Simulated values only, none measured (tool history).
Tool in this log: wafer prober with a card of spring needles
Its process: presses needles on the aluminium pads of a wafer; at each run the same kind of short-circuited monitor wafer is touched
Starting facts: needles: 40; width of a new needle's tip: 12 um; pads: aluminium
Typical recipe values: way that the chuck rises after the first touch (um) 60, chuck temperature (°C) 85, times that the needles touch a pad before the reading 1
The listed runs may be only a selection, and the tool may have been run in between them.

run   hour  way that the chuck rises after the first touch (um)  chuck temperature (°C)  times that the needles touch a pad before the reading  resistance of one needle with its contact and lead (mohm)  way that a needle slides on the pad (um)
  1    0.0                                                   60                      85                                                      1                                                        141                                     13.73
       2.7  -- tips cleaned on abrasive film
      11.6  -- tips cleaned on abrasive film
  2   13.5                                                   60                      85                                                      1                                                        136                                     13.72
      20.0  -- tips cleaned on abrasive film
      27.3  -- height of the first contact set anew
      28.2  -- tips cleaned on abrasive film
  3   31.3                                                   60                      85                                                      1                                                        138                                     13.72
      36.6  -- tips cleaned on abrasive film
  4   42.9                                                   60                      85                                                      1                                                        137                                     13.67
      44.6  -- tips cleaned on abrasive film
      53.2  -- tips cleaned on abrasive film
      60.9  -- tips cleaned on abrasive film
  5   60.9                                                   60                      85                                                      1                                                        138                                     13.66
      69.9  -- tips cleaned on abrasive film
  6   70.3                                                   60                      85                                                      1                                                        139                                     13.65
      78.2  -- tips cleaned on abrasive film
  7   85.2                                                   60                      50                                                      1                                                        132                                     13.64
      86.0  -- tips cleaned on abrasive film
      93.9  -- tips cleaned on abrasive film
     102.4  -- tips cleaned on abrasive film
  8  102.6                                                   60                      50                                                      1                                                        132                                     13.69
     110.4  -- tips cleaned on abrasive film
     118.5  -- tips cleaned on abrasive film
  9  118.9                                                   42                     117                                                      2                                                        147                                      9.56
     126.4  -- tips cleaned on abrasive film
 10  127.1                                                   42                     117                                                      2                                                        149                                      9.59
     135.0  -- tips cleaned on abrasive film
 11  140.9                                                   42                     117                                                      2                                                        147                                      9.53
     143.9  -- tips cleaned on abrasive film
     152.0  -- tips cleaned on abrasive film
 12  156.2                                                   42                     117                                                      2                                                        148                                      9.54
     160.1  -- tips cleaned on abrasive film
     169.1  -- tips cleaned on abrasive film
 13  171.9                                                   42                     117                                                      2                                                        146                                      9.51
     177.7  -- tips cleaned on abrasive film
 14  180.0                                                   57                      53                                                      2                                                        132                                     12.88
     186.5  -- tips cleaned on abrasive film
     194.4  -- tips cleaned on abrasive film
 15  194.4                                                   57                      53                                                      2                                                        130                                     12.90

Branching from run 15: 4 alternative next runs. What would each branch give?
     202.5  -- tips cleaned on abrasive film
     211.4  -- tips cleaned on abrasive film
  A  211.8                                                   41                      85                                                      1                                                          ?                                         ?
     202.5  -- tips cleaned on abrasive film
     211.4  -- tips cleaned on abrasive film
  B  211.8                                                   66                      50                                                      2                                                          ?                                         ?
     202.5  -- tips cleaned on abrasive film
     211.4  -- tips cleaned on abrasive film
  C  211.8                                                   71                     104                                                      1                                                          ?                                         ?
     202.5  -- tips cleaned on abrasive film
     211.4  -- tips cleaned on abrasive film
  D  211.8                                                   60                      40                                                      1                                                          ?                                         ?

run  resistance of one needle with its contact and lead (mohm)  way that a needle slides on the pad (um)
  A                                                        142                                      9.33
  B                                                        129                                     15.00
  C                                                        139                                     16.09
  D                                                        129                                     13.57
Without the tool's unlogged condition, the same runs would have read:
run  resistance of one needle with its contact and lead (mohm)  way that a needle slides on the pad (um)
  A                                                        142                                      9.45
  B                                                        129                                     15.19
  C                                                        139                                     16.30
  D                                                        129                                     13.74
